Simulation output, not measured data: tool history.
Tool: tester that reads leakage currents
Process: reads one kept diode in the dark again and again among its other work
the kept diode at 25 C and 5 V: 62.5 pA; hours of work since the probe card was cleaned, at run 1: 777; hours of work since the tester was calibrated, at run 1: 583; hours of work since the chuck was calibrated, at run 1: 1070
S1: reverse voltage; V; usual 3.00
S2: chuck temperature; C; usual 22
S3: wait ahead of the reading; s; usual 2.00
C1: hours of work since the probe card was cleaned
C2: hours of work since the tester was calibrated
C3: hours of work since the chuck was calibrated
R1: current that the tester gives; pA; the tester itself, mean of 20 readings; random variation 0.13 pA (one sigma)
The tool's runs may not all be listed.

run	hour	S1	S2	S3	C1	C2	C3	R1
1	0.0	3.00	22	2.00	777	583	1070	38.69
2	21.8	3.00	22	2.00	789	595	1082	38.90
3	42.0	3.00	38	2.00	800	606	1094	149.40
4	62.9	3.00	38	2.00	811	617	1105	147.50
5	94.8	3.00	38	2.00	829	635	1123	148.31
6	114.1	3.00	38	2.00	840	646	1133	147.72
7	142.5	3.00	38	2.00	855	661	1149	148.11
8	159.3	3.00	38	2.00	865	671	1158	148.78
9	173.5	3.00	38	2.00	873	679	1166	149.91
10	197.0	3.00	38	2.00	886	692	1179	148.33
11	215.2	3.00	38	2.00	896	702	1189	148.39
12	233.9	3.00	38	7.92	906	712	1200	148.69
13	258.4	3.00	25	3.85	920	726	1213	50.42
14	275.7	1.36	36	2.00	929	735	1223	91.02
15	307.6	10.96	36	2.00	947	753	1241	216.19
16	323.5	14.34	59	0.30	956	762	1249	1362.60
17	353.7	5.33	37	1.84	972	778	1266	173.44

Forecast each of these 4 alternatives for the next run:
A	376.1	1.77	37	0.53	985	791	1278	?
B	376.1	3.79	40	1.73	985	791	1278	?
C	376.1	2.06	35	8.24	985	791	1278	?
D	376.1	3.62	37	1.84	985	791	1278	?

run	R1
A	110.37
B	191.47
C	99.07
D	147.75
Without the tool's hidden state the same runs would have given:
run	R1
A	113.02
B	195.69
C	101.33
D	150.84
